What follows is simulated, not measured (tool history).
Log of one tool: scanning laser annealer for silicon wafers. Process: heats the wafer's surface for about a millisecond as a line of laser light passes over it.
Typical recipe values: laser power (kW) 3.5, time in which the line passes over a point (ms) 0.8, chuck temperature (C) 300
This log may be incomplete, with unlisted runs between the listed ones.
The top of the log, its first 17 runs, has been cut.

run     day  laser power (kW)  time in which the line passes over a point (ms)  chuck temperature (C)  hours of work since the window was cleaned  hours of work since the power meter was calibrated  hours of work since the optics were aligned  highest temperature of the surface (C)
 18  14.304               3.5                                              0.8                    300                                         240                                                 701                                          270                                    1144
 19  15.133               3.5                                              0.8                    300                                         252                                                 713                                          282                                    1147
 20  16.112             3.002                                              0.8                    300                                         266                                                 727                                          296                                    1012
 21  16.917             3.757                                              0.8                    326                                         278                                                 739                                          308                                    1237
 22  17.954             3.757                                              0.8                    326                                         293                                                 754                                          323                                    1234
 23  18.592             3.374                                              0.8                    295                                         302                                                 763                                          332                                    1106
 24  19.338              3.43                                             0.93                    296                                         313                                                 773                                          343                                    1183
 25  19.933              3.43                                             0.93                    296                                         321                                                 782                                          352                                    1184
 26  20.921             3.171                                            0.975                    277                                         336                                                 796                                          366                                    1109
 27  21.517             3.074                                            0.703                    300                                         344                                                 805                                          374                                     986
 28  22.446             3.846                                            0.598                    296                                         358                                                 818                                          388                                    1113
 29  23.221             3.173                                            0.647                    315                                         369                                                 829                                          399                                    1000
 30  24.133               3.5                                            0.957                    300                                         382                                                 843                                          412                                    1218
 31   25.25             3.711                                              0.8                    330                                         398                                                 859                                          428                                    1232
 32  26.204             3.346                                            0.631                    338                                         412                                                 872                                          442                                    1057
 33  27.096             3.297                                            0.744                    268                                         425                                                 885                                          455                                    1031
 34  27.858             3.297                                            0.744                    268                                         436                                                 896                                          466                                    1031
 35  28.483               3.5                                            0.858                    308                                         445                                                 905                                          475                                    1178
 36  29.442             3.424                                              0.8                    308                                         459                                                 919                                          489                                    1133
 37  30.292             2.978                                            0.735                    300                                         471                                                 931                                          501                                     982
 38  30.883              3.17                                             0.56                    306                                         479                                                 940                                          509                                     947
 39   31.45              3.17                                            0.902                    324                                         487                                                 948                                          518                                    1123
 40   31.95             3.631                                            0.902                    324                                         495                                                 955                                          525                                    1255

Forecast each of these 4 alternatives for the next run:
  A  32.492             3.631                                             0.92                    324                                         502                                                 963                                          533                                       ?
  B  32.492               3.5                                            0.684                    301                                         502                                                 963                                          533                                       ?
  C  32.492               3.5                                            0.594                    300                                         502                                                 963                                          533                                       ?
  D  32.492             3.816                                            0.902                    278                                         502                                                 963                                          533                                       ?

run  highest temperature of the surface (C)
  A                                    1265
  B                                    1086
  C                                    1034
  D                                    1261
Take away the tool's hidden state, keep each run's random variation, and the runs would have read:
run  highest temperature of the surface (C)
  A                                    1266
  B                                    1087
  C                                    1035
  D                                    1261

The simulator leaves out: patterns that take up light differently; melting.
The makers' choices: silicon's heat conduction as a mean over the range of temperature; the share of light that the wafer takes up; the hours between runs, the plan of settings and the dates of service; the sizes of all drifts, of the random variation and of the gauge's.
